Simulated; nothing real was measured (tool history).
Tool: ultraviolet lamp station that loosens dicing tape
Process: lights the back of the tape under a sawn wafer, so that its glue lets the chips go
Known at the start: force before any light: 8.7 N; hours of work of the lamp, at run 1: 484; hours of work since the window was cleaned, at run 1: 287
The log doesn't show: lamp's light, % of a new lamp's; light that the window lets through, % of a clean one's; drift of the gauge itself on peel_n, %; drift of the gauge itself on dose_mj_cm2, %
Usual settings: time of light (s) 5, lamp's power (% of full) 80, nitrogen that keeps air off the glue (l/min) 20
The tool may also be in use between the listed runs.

| run | hour | time of light (s) | lamp's power (% of full) | nitrogen that keeps air off the glue (l/min) | hours of work of the lamp | hours of work since the window was cleaned | force that peels the tape off (N) | light that reached the tape (J/m2) |
|---|---|---|---|---|---|---|---|---|
| 1 | 0 | 5 | 80 | 20 | 484 | 287 | 1.002 | 2630 |
|  | 12.1 | window cleaned of glue's vapour |
| 2 | 27.6 | 3 | 80 | 20 | 504 | 12 | 2.509 | 1480 |
| 3 | 43.6 | 5 | 87 | 20 | 517 | 24 | 0.932 | 2660 |
| 4 | 65.8 | 5 | 80 | 20 | 534 | 41 | 1.188 | 2420 |
| 5 | 101 | 5 | 71 | 20 | 560 | 68 | 1.47 | 2110 |
| 6 | 118.4 | 5 | 71 | 20 | 574 | 81 | 1.489 | 2090 |
| 7 | 142.1 | 5 | 80 | 20 | 592 | 99 | 1.252 | 2310 |
| 8 | 156.9 | 5 | 80 | 30 | 603 | 110 | 1.125 | 2310 |
| 9 | 192.7 | 7 | 73 | 14 | 630 | 138 | 0.9 | 2880 |
|  | 229 | window cleaned of glue's vapour, once more |
| 10 | 229 | 8 | 80 | 20 | 658 | 0 | 0.287 | 4530 |
| 11 | 258.9 | 8 | 80 | 20 | 680 | 23 | 0.279 | 4410 |
| 12 | 277.4 | 6 | 83 | 36 | 694 | 37 | 0.436 | 3420 |
| 13 | 308.3 | 10 | 96 | 8 | 718 | 60 | 0.185 | 6510 |
| 14 | 327.1 | 10 | 96 | 8 | 732 | 75 | 0.181 | 6440 |
| 15 | 349.8 | 10 | 96 | 8 | 750 | 92 | 0.178 | 6360 |

4 ways to go on from here, each from the tool as it stands after run 15. What would each give?
| A | 376.2 | 4 | 96 | 8 | 770 | 112 | ? | ? |
| B | 376.2 | 10 | 72 | 8 | 770 | 112 | ? | ? |
| C | 376.2 | 2 | 96 | 8 | 770 | 112 | ? | ? |
| D | 376.2 | 4 | 80 | 20 | 770 | 112 | ? | ? |

| run | force that peels the tape off (N) | light that reached the tape (J/m2) |
|---|---|---|
| A | 1.536 | 2540 |
| B | 0.388 | 4760 |
| C | 3.681 | 1240 |
| D | 1.456 | 2100 |
Without the tool's hidden state the same runs would have given:
| run | force that peels the tape off (N) | light that reached the tape (J/m2) |
|---|---|---|
| A | 1.053 | 3110 |
| B | 0.237 | 5840 |
| C | 3.015 | 1530 |
| D | 0.995 | 2580 |
